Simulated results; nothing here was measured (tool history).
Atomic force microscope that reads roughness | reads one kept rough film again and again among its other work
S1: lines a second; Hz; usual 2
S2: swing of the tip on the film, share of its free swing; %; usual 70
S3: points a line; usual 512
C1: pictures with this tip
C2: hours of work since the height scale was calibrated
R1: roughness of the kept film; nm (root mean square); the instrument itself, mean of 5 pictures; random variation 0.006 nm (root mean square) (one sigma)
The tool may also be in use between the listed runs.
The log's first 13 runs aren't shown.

{"run": 14, "hour": 589.7, "S1": 2, "S2": 70, "S3": 721, "C1": 150, "C2": 488, "R1": 1.298}
{"hour": 604.2, "done": "new tip fitted"}
{"run": 15, "hour": 618.3, "S1": 2, "S2": 70, "S3": 512, "C1": 14, "C2": 503, "R1": 1.377}
{"run": 16, "hour": 672.5, "S1": 2, "S2": 70, "S3": 512, "C1": 65, "C2": 532, "R1": 1.342}
{"run": 17, "hour": 700.5, "S1": 2, "S2": 70, "S3": 512, "C1": 91, "C2": 548, "R1": 1.329}
{"run": 18, "hour": 755.7, "S1": 2, "S2": 70, "S3": 512, "C1": 143, "C2": 578, "R1": 1.293}
{"hour": 782.0, "done": "new tip fitted"}
{"run": 19, "hour": 811.3, "S1": 1.57, "S2": 68, "S3": 596, "C1": 27, "C2": 608, "R1": 1.402}
{"run": 20, "hour": 873.3, "S1": 2.88, "S2": 80, "S3": 812, "C1": 86, "C2": 641, "R1": 1.173}
{"hour": 879.8, "done": "height scale calibrated on a step standard"}
{"run": 21, "hour": 928.3, "S1": 0.99, "S2": 80, "S3": 647, "C1": 137, "C2": 26, "R1": 1.333}
{"hour": 957.5, "done": "new tip fitted"}
{"run": 22, "hour": 958.5, "S1": 1.07, "S2": 80, "S3": 498, "C1": 1, "C2": 43, "R1": 1.393}
{"hour": 1021.8, "done": "height scale calibrated on a step standard, once more"}
{"run": 23, "hour": 1021.8, "S1": 3.09, "S2": 80, "S3": 268, "C1": 60, "C2": 0, "R1": 1.162}
{"run": 24, "hour": 1076.3, "S1": 2.28, "S2": 67, "S3": 485, "C1": 111, "C2": 30, "R1": 1.339}
{"hour": 1131.6, "done": "new tip fitted"}
{"run": 25, "hour": 1136.6, "S1": 2, "S2": 59, "S3": 734, "C1": 5, "C2": 62, "R1": 1.464}
{"run": 26, "hour": 1174.6, "S1": 2, "S2": 59, "S3": 734, "C1": 41, "C2": 83, "R1": 1.439}
{"run": 27, "hour": 1232.4, "S1": 2, "S2": 59, "S3": 734, "C1": 95, "C2": 114, "R1": 1.401}
{"run": 28, "hour": 1269.7, "S1": 2, "S2": 59, "S3": 734, "C1": 130, "C2": 135, "R1": 1.384}
{"hour": 1308.9, "done": "new tip fitted"}
{"run": 29, "hour": 1325.4, "S1": 0.63, "S2": 72, "S3": 580, "C1": 16, "C2": 165, "R1": 1.472}
{"run": 30, "hour": 1364.7, "S1": 1.57, "S2": 63, "S3": 696, "C1": 53, "C2": 186, "R1": 1.413}

Forecast each of these 3 alternatives for the next run:
{"run": "A", "hour": 1431.5, "S1": 1.48, "S2": 60, "S3": 696, "C1": 116, "C2": 222, "R1": "?"}
{"run": "B", "hour": 1431.5, "S1": 1.57, "S2": 63, "S3": 573, "C1": 116, "C2": 222, "R1": "?"}
{"run": "C", "hour": 1431.5, "S1": 0.79, "S2": 70, "S3": 1021, "C1": 116, "C2": 222, "R1": "?"}

run=A R1=1.399
run=B R1=1.395
run=C R1=1.4
Without the tool's hidden state the same runs would have given:
run=A R1=1.478
run=B R1=1.474
run=C R1=1.48

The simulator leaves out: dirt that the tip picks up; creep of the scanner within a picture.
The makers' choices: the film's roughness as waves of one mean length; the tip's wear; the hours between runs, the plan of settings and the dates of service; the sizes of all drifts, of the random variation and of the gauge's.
